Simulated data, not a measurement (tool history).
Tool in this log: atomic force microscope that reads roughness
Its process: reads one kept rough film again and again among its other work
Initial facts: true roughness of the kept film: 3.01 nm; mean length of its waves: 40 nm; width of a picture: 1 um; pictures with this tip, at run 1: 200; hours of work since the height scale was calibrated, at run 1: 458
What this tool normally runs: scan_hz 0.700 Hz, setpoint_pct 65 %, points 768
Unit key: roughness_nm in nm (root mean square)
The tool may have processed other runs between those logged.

run,hour,scan_hz,setpoint_pct,points,pictures with this tip,hours of work since the height scale was calibrated,roughness_nm
1,0.0,0.700,65,768,200,458,2.726
2,50.4,0.700,65,768,302,496,2.686
# hour 86.8: new tip fitted
3,97.7,0.700,65,768,22,531,2.808
4,142.6,0.700,89,768,112,565,2.631
5,193.7,0.700,89,768,215,604,2.603
6,220.2,3.032,89,768,269,624,2.108
7,254.5,1.079,65,604,338,650,2.641
# hour 271.4: new tip fitted
8,282.9,0.700,65,333,23,671,2.813
9,334.7,0.700,65,333,127,710,2.755
10,365.6,3.805,65,333,189,734,2.497
11,405.2,0.700,87,600,269,764,2.617

Below are 5 alternative next runs, each starting from the tool's condition after run 11. Predict each:
A,432.4,3.381,59,768,324,784,?
B,432.4,0.916,83,600,324,784,?
C,432.4,1.462,63,600,324,784,?
D,432.4,0.700,55,308,324,784,?
E,432.4,0.700,84,600,324,784,?

run,roughness_nm
A,2.581
B,2.553
C,2.627
D,2.696
E,2.586
Without the tool's hidden state the same runs would have given:
run,roughness_nm
A,2.681
B,2.652
C,2.729
D,2.801
E,2.687
